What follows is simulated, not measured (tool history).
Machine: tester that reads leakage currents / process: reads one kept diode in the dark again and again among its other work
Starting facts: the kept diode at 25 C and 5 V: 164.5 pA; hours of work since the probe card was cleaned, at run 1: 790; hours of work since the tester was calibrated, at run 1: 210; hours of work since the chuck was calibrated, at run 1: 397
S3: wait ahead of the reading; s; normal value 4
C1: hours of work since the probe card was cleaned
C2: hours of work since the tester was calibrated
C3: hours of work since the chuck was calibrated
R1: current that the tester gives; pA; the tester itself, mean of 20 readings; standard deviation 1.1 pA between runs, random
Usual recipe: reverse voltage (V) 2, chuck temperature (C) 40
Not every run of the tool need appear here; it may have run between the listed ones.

Run 1, hour 0: usual settings; C1 790; C2 210; C3 397. Result: R1 340.93 pA.
Run 2, hour 66.1: usual settings; C1 827; C2 247; C3 433. Result: R1 341.1 pA.
Run 3, hour 139.4: usual settings; C1 867; C2 287; C3 474. Result: R1 340.63 pA.
Run 4, hour 242.8: usual settings; C1 924; C2 344; C3 531. Result: R1 340.15 pA.
Run 5, hour 296.8: usual settings but S3 0.32 s; C1 954; C2 374; C3 560. Result: R1 338.89 pA.
Run 6, hour 363.9: usual settings but S3 0.32 s; C1 991; C2 411; C3 597. Result: R1 337.32 pA.
Run 7, hour 457.6: usual settings but S3 0.32 s; C1 1043; C2 463; C3 649. Result: R1 335.61 pA.

Run 8 is up next; what results do you expect?
At hour 503.2: chuck's temperature calibrated.
Run 8, hour 527.4: usual settings but reverse voltage (V) 8.72, chuck temperature (C) 32, S3 0.38 s; C1 1080; C2 500; C3 13. Result: R1 ?.

R1: 337.77 pA
Without the tool's hidden state the same run would have given R1 330.01 pA.
